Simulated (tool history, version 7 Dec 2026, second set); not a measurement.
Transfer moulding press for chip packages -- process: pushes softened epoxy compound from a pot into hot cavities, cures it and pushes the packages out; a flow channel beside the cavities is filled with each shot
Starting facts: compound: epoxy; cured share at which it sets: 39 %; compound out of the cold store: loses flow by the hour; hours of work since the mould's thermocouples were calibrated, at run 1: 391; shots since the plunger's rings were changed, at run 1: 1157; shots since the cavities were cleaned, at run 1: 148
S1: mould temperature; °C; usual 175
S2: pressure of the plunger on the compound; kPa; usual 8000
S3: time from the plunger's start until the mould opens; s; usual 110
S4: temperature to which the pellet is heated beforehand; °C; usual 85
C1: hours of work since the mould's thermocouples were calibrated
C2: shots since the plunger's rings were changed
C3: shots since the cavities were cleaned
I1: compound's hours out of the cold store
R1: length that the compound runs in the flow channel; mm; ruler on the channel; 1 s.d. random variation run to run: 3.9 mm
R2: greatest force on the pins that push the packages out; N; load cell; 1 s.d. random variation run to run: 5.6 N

| run | hour | S1 | S2 | S3 | S4 | C1 | C2 | C3 | I1 | R1 | R2 |
|---|---|---|---|---|---|---|---|---|---|---|---|
| 1 | 0 | 175 | 8000 | 110 | 85 | 391 | 1157 | 148 | 28.9 | 661 | 183 |
| 2 | 12.9 | 175 | 8000 | 110 | 85 | 401 | 1304 | 295 | 45.4 | 631 | 187 |
| 3 | 30.1 | 178 | 8000 | 110 | 85 | 413 | 1502 | 493 | 46.3 | 627 | 177 |
| 4 | 48.5 | 178 | 8000 | 110 | 85 | 427 | 1714 | 705 | 15.8 | 682 | 182 |
|  | 52.3 | mould's thermocouples calibrated |
| 5 | 64.9 | 178 | 8000 | 110 | 85 | 9 | 1879 | 870 | 9.3 | 696 | 177 |
|  | 78.5 | cavities cleaned with cleaning compound and waxed |
| 6 | 82.3 | 175 | 8000 | 110 | 85 | 21 | 2061 | 43 | 46.9 | 620 | 192 |
| 7 | 100.7 | 175 | 8000 | 110 | 76 | 34 | 2272 | 254 | 34.9 | 650 | 197 |
| 8 | 120.8 | 175 | 8000 | 110 | 76 | 49 | 2503 | 485 | 40 | 646 | 197 |
| 9 | 132.2 | 175 | 8000 | 110 | 85 | 57 | 2633 | 615 | 28.7 | 662 | 187 |
| 10 | 144.3 | 170 | 8000 | 110 | 85 | 66 | 2773 | 755 | 25.3 | 686 | 263 |
|  | 152.4 | plunger's sealing rings changed |
| 11 | 165.8 | 170 | 8000 | 110 | 85 | 80 | 154 | 972 | 46.6 | 646 | 255 |
|  | 172.2 | cavities cleaned with cleaning compound and waxed |
| 12 | 177.7 | 175 | 8000 | 110 | 85 | 87 | 273 | 62 | 37.3 | 649 | 196 |
| 13 | 193.2 | 171 | 8000 | 110 | 85 | 99 | 451 | 240 | 36.4 | 663 | 241 |
| 14 | 213.2 | 171 | 8000 | 110 | 85 | 113 | 681 | 470 | 11.9 | 711 | 249 |
| 15 | 226.1 | 171 | 8000 | 110 | 85 | 123 | 829 | 618 | 24.3 | 697 | 240 |
| 16 | 245 | 170 | 6210 | 93 | 78 | 136 | 1045 | 834 | 47.5 | 563 | 364 |
|  | 262.5 | cavities cleaned with cleaning compound and waxed |
| 17 | 265.6 | 170 | 6210 | 93 | 78 | 150 | 1264 | 35 | 31.5 | 592 | 364 |
| 18 | 286.5 | 172 | 8820 | 106 | 85 | 166 | 1505 | 276 | 41.1 | 686 | 240 |
| 19 | 306.2 | 172 | 8820 | 101 | 91 | 180 | 1731 | 502 | 14.1 | 746 | 285 |
| 20 | 321.8 | 175 | 8000 | 129 | 78 | 191 | 1910 | 681 | 42.3 | 639 | 173 |
| 21 | 335 | 175 | 7240 | 136 | 78 | 201 | 2061 | 832 | 28.5 | 639 | 171 |
| 22 | 349.6 | 172 | 6890 | 110 | 85 | 212 | 2229 | 1000 | 25.8 | 638 | 224 |
|  | 352.9 | cavities cleaned with cleaning compound and waxed |
| 23 | 367.6 | 172 | 6890 | 110 | 85 | 224 | 2418 | 169 | 41.4 | 599 | 229 |

Expected results for the next run?
| 24 | 384.6 | 182 | 8000 | 110 | 85 | 236 | 2613 | 364 | 34.1 | ? | ? |

Logged for run 24: R1 634 mm, R2 165 N.
Were there no unlogged condition in the tool, this run, its random variation unchanged, would have produced R1 635 mm, R2 163 N.
